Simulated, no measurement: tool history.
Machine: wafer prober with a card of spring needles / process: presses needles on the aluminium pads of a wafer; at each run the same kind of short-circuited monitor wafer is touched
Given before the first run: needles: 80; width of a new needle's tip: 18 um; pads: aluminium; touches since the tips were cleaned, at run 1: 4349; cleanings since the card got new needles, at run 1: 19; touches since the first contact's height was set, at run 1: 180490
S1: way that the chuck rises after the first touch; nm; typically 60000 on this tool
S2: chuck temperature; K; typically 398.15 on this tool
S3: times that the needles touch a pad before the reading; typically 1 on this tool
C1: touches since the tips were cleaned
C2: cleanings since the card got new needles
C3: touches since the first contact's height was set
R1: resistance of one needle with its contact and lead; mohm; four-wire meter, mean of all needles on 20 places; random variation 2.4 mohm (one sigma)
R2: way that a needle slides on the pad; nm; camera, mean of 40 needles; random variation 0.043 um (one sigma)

run 1 hour=0.0 | S1=60000 S2=398.15 S3=1 | C1=4349 C2=19 C3=180490 | R1=302 R2=11850
-- hour=22.8 tips cleaned on abrasive film
run 2 hour=56.5 | S1=60000 S2=398.15 S3=1 | C1=7426 C2=20 C3=192895 | R1=313 R2=11880
-- hour=60.6 tips cleaned on abrasive film
-- hour=97.1 tips cleaned on abrasive film
run 3 hour=120.1 | S1=60000 S2=398.15 S3=1 | C1=5038 C2=22 C3=206814 | R1=309 R2=11730
-- hour=137.6 tips cleaned on abrasive film
-- hour=174.6 tips cleaned on abrasive film
-- hour=190.5 height of the first contact set anew
run 4 hour=191.6 | S1=60000 S2=398.15 S3=1 | C1=3679 C2=24 C3=242 | R1=299 R2=11630
-- hour=213.4 tips cleaned on abrasive film
run 5 hour=239.7 | S1=60000 S2=398.15 S3=1 | C1=5771 C2=25 C3=10777 | R1=309 R2=11520
-- hour=253.0 tips cleaned on abrasive film
run 6 hour=285.1 | S1=60000 S2=314.15 S3=1 | C1=7061 C2=26 C3=20750 | R1=293 R2=11530
-- hour=291.6 tips cleaned on abrasive film
-- hour=328.4 tips cleaned on abrasive film
run 7 hour=342.1 | S1=65000 S2=398.15 S3=1 | C1=3013 C2=28 C3=33228 | R1=302 R2=12550
-- hour=368.8 tips cleaned on abrasive film
run 8 hour=397.0 | S1=60000 S2=398.15 S3=1 | C1=6213 C2=29 C3=45283 | R1=308 R2=11460
-- hour=406.8 tips cleaned on abrasive film
-- hour=447.2 tips cleaned on abrasive film
run 9 hour=455.6 | S1=60000 S2=398.15 S3=1 | C1=1852 C2=31 C3=58104 | R1=301 R2=11490
-- hour=483.9 tips cleaned on abrasive film
-- hour=520.7 tips cleaned on abrasive film
run 10 hour=537.2 | S1=60000 S2=398.15 S3=1 | C1=3630 C2=33 C3=75995 | R1=311 R2=11510
-- hour=557.4 tips cleaned on abrasive film
-- hour=564.9 height of the first contact set anew, once more
-- hour=593.6 tips cleaned on abrasive film
run 11 hour=606.8 | S1=60000 S2=398.15 S3=1 | C1=2908 C2=35 C3=9181 | R1=297 R2=12100
-- hour=630.7 tips cleaned on abrasive film
run 12 hour=656.0 | S1=60000 S2=398.15 S3=1 | C1=5563 C2=36 C3=19982 | R1=310 R2=12060
-- hour=669.4 tips cleaned on abrasive film
-- hour=712.8 tips cleaned on abrasive film
run 13 hour=742.1 | S1=60000 S2=398.15 S3=1 | C1=6457 C2=38 C3=38862 | R1=313 R2=12060
-- hour=750.1 tips cleaned on abrasive film
-- hour=791.0 tips cleaned on abrasive film
run 14 hour=802.5 | S1=60000 S2=398.15 S3=1 | C1=2544 C2=40 C3=52094 | R1=296 R2=12010
-- hour=826.9 tips cleaned on abrasive film
run 15 hour=840.6 | S1=60000 S2=398.15 S3=1 | C1=3010 C2=41 C3=60439 | R1=303 R2=12010
-- hour=865.6 tips cleaned on abrasive film
run 16 hour=897.8 | S1=60000 S2=398.15 S3=1 | C1=7094 C2=42 C3=72993 | R1=306 R2=11910
-- hour=904.4 tips cleaned on abrasive film
-- hour=946.4 tips cleaned on abrasive film
run 17 hour=965.2 | S1=60000 S2=331.15 S3=1 | C1=4115 C2=44 C3=87751 | R1=293 R2=11940
-- hour=983.7 tips cleaned on abrasive film
-- hour=1022.3 tips cleaned on abrasive film
run 18 hour=1052.6 | S1=60000 S2=331.15 S3=1 | C1=6647 C2=46 C3=106922 | R1=298 R2=11870
-- hour=1063.8 tips cleaned on abrasive film
-- hour=1103.8 tips cleaned on abrasive film
run 19 hour=1129.8 | S1=60000 S2=366.15 S3=2 | C1=5726 C2=48 C3=123857 | R1=296 R2=11920
-- hour=1140.8 tips cleaned on abrasive film
-- hour=1183.0 tips cleaned on abrasive film
run 20 hour=1189.5 | S1=63000 S2=366.15 S3=1 | C1=1444 C2=50 C3=136935 | R1=284 R2=12400
-- hour=1218.9 tips cleaned on abrasive film
run 21 hour=1241.1 | S1=63000 S2=361.15 S3=1 | C1=4880 C2=51 C3=148247 | R1=296 R2=12380
-- hour=1256.4 tips cleaned on abrasive film
-- hour=1292.7 tips cleaned on abrasive film
run 22 hour=1308.5 | S1=63000 S2=361.15 S3=1 | C1=3473 C2=53 C3=163020 | R1=291 R2=12450
-- hour=1334.7 tips cleaned on abrasive film
-- hour=1370.9 tips cleaned on abrasive film
run 23 hour=1382.6 | S1=63000 S2=361.15 S3=1 | C1=2564 C2=55 C3=179255 | R1=290 R2=12260
-- hour=1409.7 tips cleaned on abrasive film
-- hour=1448.9 tips cleaned on abrasive film
run 24 hour=1448.9 | S1=41000 S2=361.15 S3=1 | C1=0 C2=57 C3=193784 | R1=283 R2=7920
-- hour=1487.3 tips cleaned on abrasive film
run 25 hour=1516.4 | S1=72000 S2=330.15 S3=2 | C1=6379 C2=58 C3=208594 | R1=276 R2=14160
-- hour=1525.1 tips cleaned on abrasive film
-- hour=1566.8 tips cleaned on abrasive film
-- hour=1579.4 height of the first contact set anew
run 26 hour=1599.3 | S1=42000 S2=325.15 S3=1 | C1=7084 C2=60 C3=4372 | R1=330 R2=8470
-- hour=1605.1 tips cleaned on abrasive film
-- hour=1645.8 tips cleaned on abrasive film
run 27 hour=1676.0 | S1=68000 S2=361.15 S3=2 | C1=6628 C2=62 C3=21180 | R1=287 R2=13680
-- hour=1683.8 tips cleaned on abrasive film
-- hour=1726.0 tips cleaned on abrasive film
run 28 hour=1753.3 | S1=60000 S2=398.15 S3=3 | C1=6008 C2=64 C3=38129 | R1=291 R2=12050
-- hour=1764.7 tips cleaned on abrasive film
run 29 hour=1793.8 | S1=57000 S2=323.15 S3=1 | C1=6388 C2=65 C3=47009 | R1=298 R2=11430
-- hour=1806.4 tips cleaned on abrasive film
-- hour=1842.3 tips cleaned on abrasive film
run 30 hour=1844.3 | S1=57000 S2=323.15 S3=2 | C1=430 C2=67 C3=58065 | R1=266 R2=11290
-- hour=1883.1 tips cleaned on abrasive film
run 31 hour=1913.8 | S1=55000 S2=311.15 S3=2 | C1=6761 C2=68 C3=73329 | R1=280 R2=10970
-- hour=1919.4 tips cleaned on abrasive film
run 32 hour=1955.1 | S1=56000 S2=314.15 S3=2 | C1=7841 C2=69 C3=82366 | R1=285 R2=11140

What if the next run were any one of these 3? Each begins from the tool's condition after run 32:
-- hour=1961.4 tips cleaned on abrasive film
run A hour=1992.2 | S1=46000 S2=318.15 S3=3 | C1=6782 C2=70 C3=90514 | R1=? R2=?
-- hour=1961.4 tips cleaned on abrasive film
run B hour=1992.2 | S1=56000 S2=381.15 S3=2 | C1=6782 C2=70 C3=90514 | R1=? R2=?
-- hour=1961.4 tips cleaned on abrasive film
run C hour=1992.2 | S1=57000 S2=398.15 S3=1 | C1=6782 C2=70 C3=90514 | R1=? R2=?

run=A R1=286 R2=9110
run=B R1=301 R2=11160
run=C R1=320 R2=11310
With the hidden condition removed and each run's random variation left untouched, the same runs would have given:
run=A R1=263 R2=9290
run=B R1=277 R2=11330
run=C R1=282 R2=11480

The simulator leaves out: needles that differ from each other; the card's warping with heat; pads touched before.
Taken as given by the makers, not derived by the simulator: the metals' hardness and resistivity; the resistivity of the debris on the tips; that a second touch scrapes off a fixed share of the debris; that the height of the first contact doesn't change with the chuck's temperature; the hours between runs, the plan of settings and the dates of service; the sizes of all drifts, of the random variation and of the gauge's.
